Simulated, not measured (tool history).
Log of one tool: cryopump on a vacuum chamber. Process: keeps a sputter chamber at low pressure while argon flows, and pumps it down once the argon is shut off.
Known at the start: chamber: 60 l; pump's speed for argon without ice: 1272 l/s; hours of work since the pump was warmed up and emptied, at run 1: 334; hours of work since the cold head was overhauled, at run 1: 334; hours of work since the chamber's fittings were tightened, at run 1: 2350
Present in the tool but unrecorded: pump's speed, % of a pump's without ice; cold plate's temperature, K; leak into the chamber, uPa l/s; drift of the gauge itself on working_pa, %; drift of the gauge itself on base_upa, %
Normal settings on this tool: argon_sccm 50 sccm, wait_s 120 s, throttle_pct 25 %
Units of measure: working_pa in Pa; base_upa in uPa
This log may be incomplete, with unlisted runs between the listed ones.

run,hour,argon_sccm,wait_s,throttle_pct,hours of work since the pump was warmed up and emptied,hours of work since the cold head was overhauled,hours of work since the chamber's fittings were tightened,working_pa,base_upa
1,0,50,120,25,334,334,2350,0.2812,1.27
2,16.7,51,120,25,348,348,2364,0.2868,1.27
3,38.8,51,120,25,367,367,2383,0.2886,1.31
4,52.1,51,120,25,379,379,2395,0.2906,1.29
5,71.7,96,120,25,395,395,2411,0.5464,1.29
6,90.2,50,120,18,411,411,2427,0.3866,1.31
7,102.3,50,120,25,422,422,2437,0.2842,1.34
8,121.7,50,120,25,438,438,2454,0.2834,1.27
9,131.4,50,120,25,446,446,2462,0.2863,1.36
# hour 150.5: pump warmed up, emptied and cooled again
10,157.5,50,120,25,6,464,2480,0.2662,1.14
11,173.9,50,120,25,20,478,2494,0.2663,1.2
12,186.8,50,120,25,31,490,2505,0.2674,1.17
13,208.8,31,120,25,50,508,2524,0.1656,1.21
14,219,44,98,26,59,517,2533,0.2273,1.37
15,233.7,50,253,31,71,530,2545,0.2164,0.8
16,244.3,36,168,28,80,539,2555,0.1736,0.94
17,262.2,69,21,28,96,554,2570,0.3331,4.65
18,274.2,53,21,29,106,564,2580,0.2481,4.49
19,295.2,53,21,29,124,582,2598,0.2489,4.52
20,311.8,50,24,27,138,596,2612,0.2533,4.11
21,330.8,29,120,22,154,613,2628,0.1806,1.23
22,346.3,28,126,26,167,626,2642,0.1476,1.19
23,363.3,28,126,26,182,640,2656,0.1469,1.19
24,375.2,29,120,25,192,651,2666,0.1594,1.19

Some steps in working_pa, run to run, broken into two amounts with sign: the step expected even without the hidden condition (settings, incoming material, random variation), and the rest, left for the hidden condition together with whatever gauge scatter is not in both the measured and the hidden-condition-free result:
Run 4 -> 5: argon_sccm 51 -> 96. working_pa +0.2558 Pa: hidden state +0.0172, all else +0.2386.
Run 5 -> 6: argon_sccm 96 -> 50, throttle_pct 25 -> 18. working_pa -0.1598 Pa: hidden state -0.0161, all else -0.1437.
Run 9 -> 10: pump warmed up, emptied and cooled again. working_pa -0.0201 Pa: hidden state -0.0203, all else +0.0002.

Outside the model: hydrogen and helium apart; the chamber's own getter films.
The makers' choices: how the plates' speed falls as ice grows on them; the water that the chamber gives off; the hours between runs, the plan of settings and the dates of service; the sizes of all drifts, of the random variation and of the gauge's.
